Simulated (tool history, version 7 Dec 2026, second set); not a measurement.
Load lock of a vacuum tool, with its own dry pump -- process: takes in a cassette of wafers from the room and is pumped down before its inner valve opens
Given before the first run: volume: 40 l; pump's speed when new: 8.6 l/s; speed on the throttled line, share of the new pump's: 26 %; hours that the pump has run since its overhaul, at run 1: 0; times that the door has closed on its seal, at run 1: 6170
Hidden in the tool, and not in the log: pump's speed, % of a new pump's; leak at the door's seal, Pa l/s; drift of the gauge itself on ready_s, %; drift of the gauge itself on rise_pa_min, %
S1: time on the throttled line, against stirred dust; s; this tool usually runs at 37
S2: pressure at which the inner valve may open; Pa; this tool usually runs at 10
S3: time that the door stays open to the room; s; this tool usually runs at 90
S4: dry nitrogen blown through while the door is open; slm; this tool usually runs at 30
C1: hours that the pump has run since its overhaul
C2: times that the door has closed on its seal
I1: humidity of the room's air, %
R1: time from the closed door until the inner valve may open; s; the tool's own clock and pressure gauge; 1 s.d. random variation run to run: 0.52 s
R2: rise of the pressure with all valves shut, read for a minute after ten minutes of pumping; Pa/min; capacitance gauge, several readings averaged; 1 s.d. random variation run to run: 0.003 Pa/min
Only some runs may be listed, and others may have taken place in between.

run    hour  S1  S2   S3  S4    C1     C2    I1    R1     R2
  1       0  37  10   90  30     0   6170  39.6  69.4  0.038
  2     292  37   9   90  30   292   7526  44.8  71.9  0.047
  3   740.1  37   9   90  30   740   9606  47.6  71.8  0.051
  4   994.2  37   9   90  30   994  10786  46.8  72.1  0.063
  5    1530  37   9   90  30  1530  13274    44  71.6  0.071
  6  2039.9  37   9   90  30  2040  15641  45.6  72.8  0.087
  7  2403.1  37   9   90  30  2403  17328  47.2  71.9  0.094
  8  2958.3  20  10   90  30  2958  19906  47.7  60.3  0.117
  9  3329.7  37  10   90  30  3330  21630  43.7  72.6  0.123
 10  3614.3  56  10   90  30  3614  22952  48.4  84.5  0.137
 11  4153.8  39  10   81   5  4154  25457  44.3  75.4  0.176
 12  4408.1  37   9   82  30  4408  26637  47.1  73.5  0.163
 13  4833.6  37   9   82  30  4834  28613  48.5  74.3  0.184
 14  5233.7  37   9   82  30  5234  30471  44.6  73.7  0.195
 15  5674.5  37  10  176  15  5675  32518  41.9  74.1  0.243
 16  6104.9  22  20  239  14  6105  34516  40.6  59.9  0.262
 17  6386.1  69  10  239  14  6386  35822  44.3    98  0.281
 18  6681.1  69  10  239  14  6681  37192  43.8  97.3  0.297
 19  7193.2  69  10  239  14  7193  39569    46  97.2  0.324
 20  7462.5  69  10  239  14  7462  40820    47    97  0.344

Each run again, without the hidden state but with its own random variation kept:
run    R1     R2
  1    69   0.02
  2  71.4  0.024
  3  71.1  0.019
  4  71.3  0.026
  5  70.5   0.02
  6  71.4  0.024
  7  70.3  0.019
  8  58.2  0.025
  9  70.4   0.02
 10  82.7  0.024
 11  72.8  0.043
 12  70.8  0.021
 13  71.3  0.028
 14  70.5  0.019
 15  70.5  0.051
 16  56.1  0.053
 17  95.1  0.061
 18  94.2  0.061
 19  93.8  0.065
 20  93.6  0.072
